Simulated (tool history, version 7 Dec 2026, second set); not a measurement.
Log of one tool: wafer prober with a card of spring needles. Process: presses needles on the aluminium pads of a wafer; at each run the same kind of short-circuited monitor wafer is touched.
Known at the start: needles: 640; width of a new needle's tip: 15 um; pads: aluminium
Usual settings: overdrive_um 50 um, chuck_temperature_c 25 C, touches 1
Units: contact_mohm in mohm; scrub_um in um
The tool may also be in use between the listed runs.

run,hour,overdrive_um,chuck_temperature_c,touches,contact_mohm,scrub_um
1,0,50,25,1,273,9.4
# hour 7.8: tips cleaned on abrasive film
2,18.4,50,25,1,279,9.39
# hour 25: tips cleaned on abrasive film
3,37.8,50,25,1,305,9.35
# hour 41.8: tips cleaned on abrasive film
# hour 59.3: tips cleaned on abrasive film
4,60.1,50,45,1,196,9.29
# hour 77: tips cleaned on abrasive film
5,78.1,50,45,1,192,9.28
# hour 93.3: tips cleaned on abrasive film
6,95.6,50,45,1,210,9.28
# hour 110.9: tips cleaned on abrasive film
7,112,50,45,1,203,9.24
# hour 128.2: tips cleaned on abrasive film
8,140.1,50,25,1,303,9.21
# hour 144.8: tips cleaned on abrasive film
9,153.9,50,25,1,299,9.23
# hour 155.8: height of the first contact set anew
# hour 162.2: tips cleaned on abrasive film
# hour 179.2: tips cleaned on abrasive film
10,182.1,50,25,1,235,9.04
# hour 195.4: tips cleaned on abrasive film
11,205.7,58,25,1,267,10.52
# hour 213.3: tips cleaned on abrasive film
12,227.8,58,25,1,290,10.47
# hour 230.6: tips cleaned on abrasive film
13,239.7,50,27,1,296,8.98
# hour 248.1: tips cleaned on abrasive film
# hour 257.7: height of the first contact set anew, once more
14,261,50,27,1,305,9.57
# hour 265.2: tips cleaned on abrasive film
15,274.5,50,27,1,274,9.64
# hour 283.3: tips cleaned on abrasive film
16,289,46,25,1,263,8.86
# hour 299.5: tips cleaned on abrasive film
# hour 316.1: tips cleaned on abrasive film
17,317,50,64,1,202,9.56
# hour 332.5: tips cleaned on abrasive film
18,342,50,64,1,298,9.52
# hour 349.6: tips cleaned on abrasive film
19,357.9,31,111,3,282,5.84
# hour 366.8: tips cleaned on abrasive film
20,374,50,34,1,261,9.47
# hour 383.3: tips cleaned on abrasive film
21,388.7,50,81,2,223,9.48
# hour 400.5: tips cleaned on abrasive film
22,404,33,107,3,233,6.23
# hour 417.4: tips cleaned on abrasive film
23,423.3,33,107,3,246,6.13
# hour 435.2: tips cleaned on abrasive film
24,446.2,67,49,2,216,12.66
# hour 452.8: tips cleaned on abrasive film
25,459.4,50,107,2,240,9.36
# hour 469.3: tips cleaned on abrasive film
26,474.4,50,107,2,224,9.35
# hour 486.7: tips cleaned on abrasive film
27,501.2,50,107,2,267,9.33
# hour 503.8: tips cleaned on abrasive film
28,514.4,32,110,1,473,5.85
# hour 520.5: tips cleaned on abrasive film
# hour 536.8: tips cleaned on abrasive film
29,536.8,39,81,1,208,7.17
30,550.1,39,81,1,414,7.11
# hour 554: tips cleaned on abrasive film
31,567.5,50,25,2,259,9.29
# hour 571: tips cleaned on abrasive film
32,580.8,53,76,2,248,9.85

4 ways to go on from here, each from the tool as it stands after run 32. What would each give?
# hour 587.5: tips cleaned on abrasive film
A,594.2,30,102,2,?,?
# hour 587.5: tips cleaned on abrasive film
B,594.2,53,52,1,?,?
# hour 587.5: tips cleaned on abrasive film
C,594.2,31,42,1,?,?
# hour 587.5: tips cleaned on abrasive film
D,594.2,53,25,2,?,?

run,contact_mohm,scrub_um
A,370,5.37
B,278,9.73
C,465,5.54
D,231,9.73
Without the tool's hidden state the same runs would have given:
run,contact_mohm,scrub_um
A,192,5.78
B,169,10.13
C,172,5.95
D,162,10.14
